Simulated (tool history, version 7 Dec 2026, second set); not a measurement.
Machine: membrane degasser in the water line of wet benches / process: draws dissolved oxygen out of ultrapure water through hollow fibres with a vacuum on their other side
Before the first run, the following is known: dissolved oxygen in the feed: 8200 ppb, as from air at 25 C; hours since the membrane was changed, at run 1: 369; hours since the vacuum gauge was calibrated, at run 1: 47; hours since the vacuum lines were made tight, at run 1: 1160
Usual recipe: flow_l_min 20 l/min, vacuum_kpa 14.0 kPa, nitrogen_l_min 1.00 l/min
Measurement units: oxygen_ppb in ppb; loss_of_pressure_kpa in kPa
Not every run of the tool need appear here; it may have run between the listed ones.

| run | hour | flow_l_min | vacuum_kpa | nitrogen_l_min | hours since the membrane was changed | hours since the vacuum gauge was calibrated | hours since the vacuum lines were made tight | oxygen_ppb | loss_of_pressure_kpa |
|---|---|---|---|---|---|---|---|---|---|
| 1 | 0.0 | 20 | 14.0 | 1.00 | 369 | 47 | 1160 | 567.4 | 33.54 |
| 2 | 156.9 | 20 | 14.0 | 1.00 | 526 | 204 | 1317 | 574.7 | 33.20 |
| 3 | 333.7 | 20 | 14.0 | 1.00 | 702 | 381 | 1494 | 565.2 | 33.45 |
| 4 | 465.3 | 20 | 14.0 | 1.00 | 834 | 513 | 1626 | 570.2 | 33.56 |
| 5 | 637.8 | 20 | 14.0 | 1.00 | 1007 | 685 | 1798 | 571.0 | 33.19 |
| 6 | 802.0 | 20 | 14.0 | 1.00 | 1171 | 849 | 1962 | 568.2 | 33.73 |
| 7 | 907.9 | 20 | 32.8 | 1.00 | 1277 | 955 | 2068 | 1257.6 | 33.74 |
| 8 | 1097.9 | 20 | 32.8 | 1.00 | 1467 | 1145 | 2258 | 1253.8 | 33.32 |
| 9 | 1195.1 | 14 | 14.0 | 1.64 | 1564 | 1242 | 2355 | 242.5 | 23.39 |
| 10 | 1295.3 | 14 | 14.0 | 1.64 | 1664 | 1343 | 2456 | 241.0 | 23.70 |

Forecast each of these 5 alternatives for the next run:
| A | 1444.9 | 24 | 19.5 | 1.55 | 1814 | 1492 | 2605 | ? | ? |
| B | 1444.9 | 14 | 14.0 | 1.00 | 1814 | 1492 | 2605 | ? | ? |
| C | 1444.9 | 29 | 8.8 | 1.00 | 1814 | 1492 | 2605 | ? | ? |
| D | 1444.9 | 28 | 17.8 | 1.64 | 1814 | 1492 | 2605 | ? | ? |
| E | 1444.9 | 19 | 10.0 | 1.11 | 1814 | 1492 | 2605 | ? | ? |

| run | oxygen_ppb | loss_of_pressure_kpa |
|---|---|---|
| A | 759.0 | 40.28 |
| B | 364.4 | 23.23 |
| C | 723.3 | 48.88 |
| D | 859.2 | 47.33 |
| E | 357.1 | 31.70 |
Without the tool's hidden state the same runs would have given:
| run | oxygen_ppb | loss_of_pressure_kpa |
|---|---|---|
| A | 750.2 | 39.97 |
| B | 360.1 | 23.04 |
| C | 711.3 | 48.49 |
| D | 848.5 | 46.96 |
| E | 351.2 | 31.45 |
